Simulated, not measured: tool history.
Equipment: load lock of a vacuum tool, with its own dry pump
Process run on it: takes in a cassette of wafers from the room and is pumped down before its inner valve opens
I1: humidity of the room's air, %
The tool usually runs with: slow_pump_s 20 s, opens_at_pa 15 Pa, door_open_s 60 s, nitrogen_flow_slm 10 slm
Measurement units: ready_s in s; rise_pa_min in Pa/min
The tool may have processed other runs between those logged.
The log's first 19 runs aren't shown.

run 20 hour=2284.6 | slow_pump_s=28 opens_at_pa=19 door_open_s=80 nitrogen_flow_slm=34 | I1=42.4 | ready_s=36.5 rise_pa_min=0.056
run 21 hour=2370.1 | slow_pump_s=28 opens_at_pa=19 door_open_s=189 nitrogen_flow_slm=34 | I1=45.8 | ready_s=36.5 rise_pa_min=0.099
run 22 hour=2539.1 | slow_pump_s=28 opens_at_pa=19 door_open_s=189 nitrogen_flow_slm=34 | I1=47.4 | ready_s=36.4 rise_pa_min=0.101
run 23 hour=2676.1 | slow_pump_s=28 opens_at_pa=19 door_open_s=124 nitrogen_flow_slm=9 | I1=46 | ready_s=36.4 rise_pa_min=0.126
run 24 hour=2834.7 | slow_pump_s=28 opens_at_pa=19 door_open_s=124 nitrogen_flow_slm=9 | I1=45.6 | ready_s=36.2 rise_pa_min=0.118
run 25 hour=2944.6 | slow_pump_s=18 opens_at_pa=16 door_open_s=60 nitrogen_flow_slm=10 | I1=46.1 | ready_s=28 rise_pa_min=0.084
run 26 hour=3121.9 | slow_pump_s=18 opens_at_pa=16 door_open_s=48 nitrogen_flow_slm=10 | I1=47 | ready_s=27.7 rise_pa_min=0.074
run 27 hour=3269.1 | slow_pump_s=13 opens_at_pa=15 door_open_s=35 nitrogen_flow_slm=40 | I1=48.2 | ready_s=23.6 rise_pa_min=0.038
run 28 hour=3387.8 | slow_pump_s=36 opens_at_pa=10 door_open_s=60 nitrogen_flow_slm=10 | I1=44.6 | ready_s=44.4 rise_pa_min=0.082
run 29 hour=3476.8 | slow_pump_s=36 opens_at_pa=10 door_open_s=60 nitrogen_flow_slm=10 | I1=41.3 | ready_s=44.2 rise_pa_min=0.072
run 30 hour=3653 | slow_pump_s=36 opens_at_pa=10 door_open_s=60 nitrogen_flow_slm=10 | I1=45.1 | ready_s=44.3 rise_pa_min=0.075
run 31 hour=3820.7 | slow_pump_s=36 opens_at_pa=10 door_open_s=60 nitrogen_flow_slm=10 | I1=43.2 | ready_s=44.1 rise_pa_min=0.083
run 32 hour=3910.1 | slow_pump_s=36 opens_at_pa=10 door_open_s=60 nitrogen_flow_slm=10 | I1=47.4 | ready_s=44.5 rise_pa_min=0.081
run 33 hour=4089.7 | slow_pump_s=17 opens_at_pa=12 door_open_s=76 nitrogen_flow_slm=23 | I1=43 | ready_s=27.2 rise_pa_min=0.069
run 34 hour=4270.7 | slow_pump_s=20 opens_at_pa=20 door_open_s=60 nitrogen_flow_slm=13 | I1=41.1 | ready_s=29.2 rise_pa_min=0.072
run 35 hour=4404.2 | slow_pump_s=20 opens_at_pa=20 door_open_s=60 nitrogen_flow_slm=13 | I1=46.4 | ready_s=29.2 rise_pa_min=0.073
run 36 hour=4582.7 | slow_pump_s=14 opens_at_pa=15 door_open_s=60 nitrogen_flow_slm=10 | I1=45.4 | ready_s=24.6 rise_pa_min=0.087
run 37 hour=4672 | slow_pump_s=16 opens_at_pa=13 door_open_s=60 nitrogen_flow_slm=10 | I1=45.6 | ready_s=26.5 rise_pa_min=0.085

Forecast each of these 4 alternatives for the next run:
run A hour=4837 | slow_pump_s=20 opens_at_pa=15 door_open_s=60 nitrogen_flow_slm=8 | I1=43.2 | ready_s=? rise_pa_min=?
run B hour=4837 | slow_pump_s=16 opens_at_pa=13 door_open_s=60 nitrogen_flow_slm=10 | I1=48.2 | ready_s=? rise_pa_min=?
run C hour=4837 | slow_pump_s=16 opens_at_pa=11 door_open_s=63 nitrogen_flow_slm=10 | I1=46.1 | ready_s=? rise_pa_min=?
run D hour=4837 | slow_pump_s=39 opens_at_pa=24 door_open_s=60 nitrogen_flow_slm=10 | I1=45.4 | ready_s=? rise_pa_min=?

run=A ready_s=29.5 rise_pa_min=0.081
run=B ready_s=26.4 rise_pa_min=0.091
run=C ready_s=26.8 rise_pa_min=0.083
run=D ready_s=45.5 rise_pa_min=0.082
Had the tool no hidden state, the same runs would have come out as:
run=A ready_s=29.5 rise_pa_min=0.079
run=B ready_s=26.4 rise_pa_min=0.089
run=C ready_s=26.8 rise_pa_min=0.081
run=D ready_s=45.5 rise_pa_min=0.079
